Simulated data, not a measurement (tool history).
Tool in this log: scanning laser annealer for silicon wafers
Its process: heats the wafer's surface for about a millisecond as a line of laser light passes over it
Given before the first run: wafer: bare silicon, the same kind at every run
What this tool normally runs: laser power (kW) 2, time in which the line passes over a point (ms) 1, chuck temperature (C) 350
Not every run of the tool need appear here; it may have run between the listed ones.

| run | hour | laser power (kW) | time in which the line passes over a point (ms) | chuck temperature (C) | highest temperature of the surface (C) |
|---|---|---|---|---|---|
| 1 | 0 | 2 | 1 | 350 | 1108 |
| 2 | 5.4 | 2.055 | 1 | 350 | 1129 |
| 3 | 15.8 | 1.962 | 1 | 350 | 1092 |
| 4 | 22.8 | 1.962 | 1 | 350 | 1091 |
| 5 | 34.1 | 1.981 | 1 | 350 | 1096 |
| 6 | 43.6 | 2 | 1.07 | 350 | 1135 |
| 7 | 51.1 | 2 | 1.07 | 350 | 1137 |
| 8 | 62.3 | 2 | 0.74 | 350 | 983 |
| 9 | 68.5 | 1.727 | 0.77 | 350 | 911 |
| 10 | 73.1 | 2 | 0.97 | 350 | 1090 |
| 11 | 83.9 | 2 | 1 | 312 | 1065 |
|  | 87.8 | laser's power meter calibrated |
| 12 | 92.5 | 2 | 1 | 312 | 1070 |
| 13 | 97.3 | 2.174 | 0.78 | 383 | 1094 |
| 14 | 104.9 | 1.779 | 1 | 356 | 1028 |
| 15 | 111.5 | 2.068 | 1.05 | 384 | 1183 |
|  | 117.1 | laser's power meter calibrated, once more |
| 16 | 124.5 | 2.068 | 1.05 | 384 | 1183 |

4 ways to go on from here, each from the tool as it stands after run 16. What would each give?
| A | 132.7 | 2 | 1.17 | 341 | ? |
| B | 132.7 | 1.745 | 0.9 | 319 | ? |
| C | 132.7 | 2.068 | 1.05 | 375 | ? |
| D | 132.7 | 2.108 | 0.8 | 333 | ? |

| run | highest temperature of the surface (C) |
|---|---|
| A | 1165 |
| B | 938 |
| C | 1177 |
| D | 1030 |
Take away the tool's hidden state, keep each run's random variation, and the runs would have read:
| run | highest temperature of the surface (C) |
|---|---|
| A | 1190 |
| B | 957 |
| C | 1201 |
| D | 1051 |
